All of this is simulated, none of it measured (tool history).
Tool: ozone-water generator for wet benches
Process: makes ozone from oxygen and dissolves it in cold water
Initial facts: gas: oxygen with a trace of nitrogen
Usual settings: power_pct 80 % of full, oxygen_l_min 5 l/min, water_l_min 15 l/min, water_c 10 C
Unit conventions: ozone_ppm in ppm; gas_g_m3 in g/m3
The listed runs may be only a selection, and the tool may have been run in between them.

| run | hour | power_pct | oxygen_l_min | water_l_min | water_c | ozone_ppm | gas_g_m3 |
|---|---|---|---|---|---|---|---|
| 1 | 0 | 80 | 5 | 15 | 10 | 45.5 | 292 |
| 2 | 197.4 | 80 | 5 | 15 | 10 | 45.3 | 290.8 |
| 3 | 377.5 | 80 | 5 | 15 | 10 | 45.4 | 288.3 |
| 4 | 517 | 80 | 4 | 15 | 10 | 42.9 | 319.6 |
| 5 | 751.9 | 80 | 4 | 15 | 10 | 43.1 | 316.3 |
| 6 | 916.3 | 80 | 5 | 15 | 10 | 44.3 | 286.8 |
| 7 | 1076.6 | 80 | 5 | 15 | 10 | 44.5 | 285.7 |
| 8 | 1261.9 | 80 | 5 | 15 | 10 | 43.9 | 282.4 |
| 9 | 1498.7 | 48 | 5 | 15 | 10 | 33.6 | 215.5 |
| 10 | 1735.1 | 77 | 5.59 | 15 | 10 | 42.9 | 261.6 |
| 11 | 1934.3 | 77 | 3.74 | 15 | 10 | 40.7 | 311.1 |
| 12 | 2038.3 | 77 | 3.74 | 15 | 10 | 40.4 | 309.9 |
| 13 | 2254 | 77 | 3.74 | 15 | 10 | 40.2 | 307.9 |
| 14 | 2430.4 | 80 | 5.55 | 15 | 10 | 42.5 | 263.6 |
| 15 | 2625 | 80 | 3.33 | 11 | 10 | 50.4 | 328.2 |
| 16 | 2723.5 | 80 | 3.33 | 11 | 10 | 49.9 | 330.1 |
| 17 | 2848.7 | 70 | 4.66 | 14 | 8 | 41.8 | 262.3 |

What if the next run were any one of these 3? Each begins from the tool's condition after run 17:
| A | 2962 | 80 | 2.72 | 15 | 10 | ? | ? |
| B | 2962 | 80 | 3.18 | 15 | 10 | ? | ? |
| C | 2962 | 42 | 2.87 | 14 | 8 | ? | ? |

| run | ozone_ppm | gas_g_m3 |
|---|---|---|
| A | 37.4 | 354.1 |
| B | 38.9 | 332.5 |
| C | 29.4 | 249.7 |
Take away the tool's hidden state, keep each run's random variation, and the runs would have read:
| run | ozone_ppm | gas_g_m3 |
|---|---|---|
| A | 40.9 | 377.5 |
| B | 42.5 | 354.4 |
| C | 31.5 | 260.8 |
